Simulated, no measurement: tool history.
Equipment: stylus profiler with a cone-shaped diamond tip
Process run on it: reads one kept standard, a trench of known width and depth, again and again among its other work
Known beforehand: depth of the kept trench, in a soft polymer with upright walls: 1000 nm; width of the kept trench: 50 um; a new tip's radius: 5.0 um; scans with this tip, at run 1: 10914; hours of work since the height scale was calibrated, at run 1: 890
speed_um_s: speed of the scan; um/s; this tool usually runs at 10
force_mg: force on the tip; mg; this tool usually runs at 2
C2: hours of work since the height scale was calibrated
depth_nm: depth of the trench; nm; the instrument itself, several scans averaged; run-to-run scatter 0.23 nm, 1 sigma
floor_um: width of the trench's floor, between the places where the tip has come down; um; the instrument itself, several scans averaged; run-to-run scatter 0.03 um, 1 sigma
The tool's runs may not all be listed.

{"run": 1, "hour": 0.0, "speed_um_s": 10, "force_mg": 2, "scans with this tip": 10914, "C2": 890, "depth_nm": 1011.29, "floor_um": 42.27}
{"run": 2, "hour": 30.3, "speed_um_s": 10, "force_mg": 3.82, "scans with this tip": 11171, "C2": 911, "depth_nm": 1019.24, "floor_um": 42.23}
{"run": 3, "hour": 56.2, "speed_um_s": 10, "force_mg": 3.82, "scans with this tip": 11392, "C2": 929, "depth_nm": 1019.13, "floor_um": 42.21}
{"run": 4, "hour": 86.3, "speed_um_s": 10, "force_mg": 3.82, "scans with this tip": 11648, "C2": 950, "depth_nm": 1019.12, "floor_um": 42.15}
{"run": 5, "hour": 100.5, "speed_um_s": 10, "force_mg": 3.82, "scans with this tip": 11768, "C2": 959, "depth_nm": 1019.31, "floor_um": 42.12}
{"run": 6, "hour": 114.7, "speed_um_s": 10, "force_mg": 2, "scans with this tip": 11889, "C2": 969, "depth_nm": 1010.29, "floor_um": 42.17}
{"run": 7, "hour": 135.0, "speed_um_s": 10, "force_mg": 2, "scans with this tip": 12062, "C2": 983, "depth_nm": 1011.18, "floor_um": 42.09}
{"run": 8, "hour": 157.5, "speed_um_s": 10, "force_mg": 2, "scans with this tip": 12253, "C2": 999, "depth_nm": 1010.79, "floor_um": 42.1}
{"run": 9, "hour": 174.7, "speed_um_s": 10, "force_mg": 2, "scans with this tip": 12399, "C2": 1011, "depth_nm": 1010.45, "floor_um": 42.1}
{"run": 10, "hour": 189.8, "speed_um_s": 10, "force_mg": 0.92, "scans with this tip": 12528, "C2": 1021, "depth_nm": 1004.22, "floor_um": 41.99}
{"run": 11, "hour": 218.1, "speed_um_s": 10, "force_mg": 0.92, "scans with this tip": 12768, "C2": 1041, "depth_nm": 1004.2, "floor_um": 42.04}
{"run": 12, "hour": 239.8, "speed_um_s": 10, "force_mg": 0.92, "scans with this tip": 12952, "C2": 1056, "depth_nm": 1004.16, "floor_um": 41.97}
{"run": 13, "hour": 264.8, "speed_um_s": 10, "force_mg": 0.92, "scans with this tip": 13165, "C2": 1073, "depth_nm": 1003.38, "floor_um": 41.95}
{"run": 14, "hour": 294.1, "speed_um_s": 10, "force_mg": 0.92, "scans with this tip": 13414, "C2": 1094, "depth_nm": 1003.98, "floor_um": 41.9}
{"run": 15, "hour": 327.2, "speed_um_s": 10, "force_mg": 0.92, "scans with this tip": 13696, "C2": 1117, "depth_nm": 1003.96, "floor_um": 41.85}
{"run": 16, "hour": 359.5, "speed_um_s": 19, "force_mg": 0.92, "scans with this tip": 13970, "C2": 1139, "depth_nm": 1003.58, "floor_um": 41.75}
{"run": 17, "hour": 379.0, "speed_um_s": 19, "force_mg": 0.92, "scans with this tip": 14136, "C2": 1152, "depth_nm": 1003.78, "floor_um": 41.78}
{"run": 18, "hour": 393.2, "speed_um_s": 19, "force_mg": 0.92, "scans with this tip": 14257, "C2": 1162, "depth_nm": 1003.53, "floor_um": 41.76}
{"run": 19, "hour": 426.2, "speed_um_s": 19, "force_mg": 0.92, "scans with this tip": 14537, "C2": 1185, "depth_nm": 1003.45, "floor_um": 41.69}
{"run": 20, "hour": 459.3, "speed_um_s": 10, "force_mg": 3.36, "scans with this tip": 14819, "C2": 1208, "depth_nm": 1015.86, "floor_um": 41.79}
{"run": 21, "hour": 491.4, "speed_um_s": 10, "force_mg": 3.36, "scans with this tip": 15092, "C2": 1230, "depth_nm": 1015.6, "floor_um": 41.79}
{"hour": 498.8, "done": "height scale calibrated on a step standard"}
{"run": 22, "hour": 514.4, "speed_um_s": 10, "force_mg": 3.36, "scans with this tip": 15283, "C2": 11, "depth_nm": 1022.35, "floor_um": 41.73}
{"run": 23, "hour": 543.7, "speed_um_s": 10, "force_mg": 2, "scans with this tip": 15532, "C2": 31, "depth_nm": 1015.5, "floor_um": 41.71}
{"run": 24, "hour": 574.0, "speed_um_s": 19, "force_mg": 2.8, "scans with this tip": 15790, "C2": 52, "depth_nm": 1019.41, "floor_um": 41.65}
{"run": 25, "hour": 591.2, "speed_um_s": 17, "force_mg": 4.43, "scans with this tip": 15935, "C2": 64, "depth_nm": 1026.05, "floor_um": 41.65}
{"run": 26, "hour": 608.8, "speed_um_s": 29, "force_mg": 3.97, "scans with this tip": 16086, "C2": 76, "depth_nm": 1024.5, "floor_um": 41.59}
{"run": 27, "hour": 636.2, "speed_um_s": 6, "force_mg": 2.08, "scans with this tip": 16318, "C2": 95, "depth_nm": 1015.7, "floor_um": 41.62}
{"run": 28, "hour": 660.9, "speed_um_s": 10, "force_mg": 0.68, "scans with this tip": 16528, "C2": 112, "depth_nm": 1007.01, "floor_um": 41.6}
{"run": 29, "hour": 679.0, "speed_um_s": 3, "force_mg": 5.08, "scans with this tip": 16682, "C2": 125, "depth_nm": 1028.3, "floor_um": 41.63}
{"run": 30, "hour": 695.2, "speed_um_s": 9, "force_mg": 2.59, "scans with this tip": 16820, "C2": 136, "depth_nm": 1017.93, "floor_um": 41.62}
{"run": 31, "hour": 722.6, "speed_um_s": 9, "force_mg": 4.98, "scans with this tip": 17053, "C2": 155, "depth_nm": 1027.87, "floor_um": 41.56}
{"run": 32, "hour": 743.4, "speed_um_s": 7, "force_mg": 0.67, "scans with this tip": 17230, "C2": 170, "depth_nm": 1006.87, "floor_um": 41.46}
{"run": 33, "hour": 758.1, "speed_um_s": 6, "force_mg": 4.79, "scans with this tip": 17355, "C2": 180, "depth_nm": 1026.63, "floor_um": 41.56}
{"run": 34, "hour": 783.2, "speed_um_s": 6, "force_mg": 4.79, "scans with this tip": 17568, "C2": 197, "depth_nm": 1027.11, "floor_um": 41.53}
{"run": 35, "hour": 812.7, "speed_um_s": 4, "force_mg": 1.73, "scans with this tip": 17819, "C2": 218, "depth_nm": 1013.43, "floor_um": 41.53}
{"run": 36, "hour": 838.5, "speed_um_s": 3, "force_mg": 1.19, "scans with this tip": 18038, "C2": 235, "depth_nm": 1009.97, "floor_um": 41.48}
{"run": 37, "hour": 858.6, "speed_um_s": 17, "force_mg": 4.24, "scans with this tip": 18209, "C2": 249, "depth_nm": 1024.19, "floor_um": 41.43}
{"run": 38, "hour": 878.9, "speed_um_s": 17, "force_mg": 4.24, "scans with this tip": 18382, "C2": 263, "depth_nm": 1024.49, "floor_um": 41.38}
{"run": 39, "hour": 894.1, "speed_um_s": 10, "force_mg": 4.28, "scans with this tip": 18511, "C2": 274, "depth_nm": 1024.63, "floor_um": 41.45}
{"run": 40, "hour": 913.6, "speed_um_s": 4, "force_mg": 4.48, "scans with this tip": 18677, "C2": 287, "depth_nm": 1025.12, "floor_um": 41.4}
{"run": 41, "hour": 940.0, "speed_um_s": 13, "force_mg": 1.57, "scans with this tip": 18901, "C2": 306, "depth_nm": 1011.79, "floor_um": 41.33}
{"run": 42, "hour": 958.7, "speed_um_s": 5, "force_mg": 1.61, "scans with this tip": 19060, "C2": 319, "depth_nm": 1012.48, "floor_um": 41.31}
{"run": 43, "hour": 981.6, "speed_um_s": 5, "force_mg": 0.72, "scans with this tip": 19255, "C2": 335, "depth_nm": 1006.21, "floor_um": 41.29}
{"run": 44, "hour": 1000.0, "speed_um_s": 5, "force_mg": 0.72, "scans with this tip": 19411, "C2": 347, "depth_nm": 1006.57, "floor_um": 41.27}
{"run": 45, "hour": 1021.5, "speed_um_s": 5, "force_mg": 0.72, "scans with this tip": 19594, "C2": 362, "depth_nm": 1006.41, "floor_um": 41.29}
{"run": 46, "hour": 1041.1, "speed_um_s": 5, "force_mg": 0.72, "scans with this tip": 19760, "C2": 376, "depth_nm": 1006.48, "floor_um": 41.27}

Hidden state at the last listed run before each entry between runs and at the first one after, where it differs:
After run 21, before run 22: height scale calibrated on a step standard (hour 498.8)
  radius of the tip, um: 8.86 -> 8.91; height scale over the true one, %: -0.576 -> 0.043
  what was measured, less what the result would be without the hidden state, depth_nm: -5.88 -> +0.44 nm; floor_um: -2.18 -> -2.2 um
